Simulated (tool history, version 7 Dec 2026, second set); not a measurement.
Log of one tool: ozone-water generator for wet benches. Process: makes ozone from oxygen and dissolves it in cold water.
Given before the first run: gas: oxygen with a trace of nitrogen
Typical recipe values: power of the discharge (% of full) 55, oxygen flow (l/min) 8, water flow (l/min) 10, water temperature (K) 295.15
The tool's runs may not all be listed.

run   hour  power of the discharge (% of full)  oxygen flow (l/min)  water flow (l/min)  water temperature (K)  dissolved ozone (ppm)  ozone in the gas ahead of the water (g/m3)
  1      0                                  55                    8                  10                 295.15                   25.6                                       207.6
  2   64.7                                  55                 4.99                  10                 295.15                   29.1                                       272.9
  3  127.6                                  55                    8                  10                 295.15                   25.2                                       205.5
  4  186.2                                  55                    8                  10                 295.15                   25.5                                       204.6
  5  216.2                                  55                    8                  10                 295.15                   25.1                                       203.8
  6    256                                  55                    8                  10                 295.15                     25                                       203.2
  7  310.4                                  68                    8                  10                 295.15                   29.2                                       238.6
  8  342.6                                  55                 4.27                  10                 295.15                   30.4                                       302.4

Estimate the outcome of run 9 from the log above:
  9  378.1                                  55                 4.27                  10                 295.15                      ?                                           ?

Run 9 yielded dissolved ozone (ppm) 29.9, ozone in the gas ahead of the water (g/m3) 303.3.
On a tool with no hidden condition, and with the same random variation, this run would have come out at dissolved ozone (ppm) 33.1, ozone in the gas ahead of the water (g/m3) 308.5.
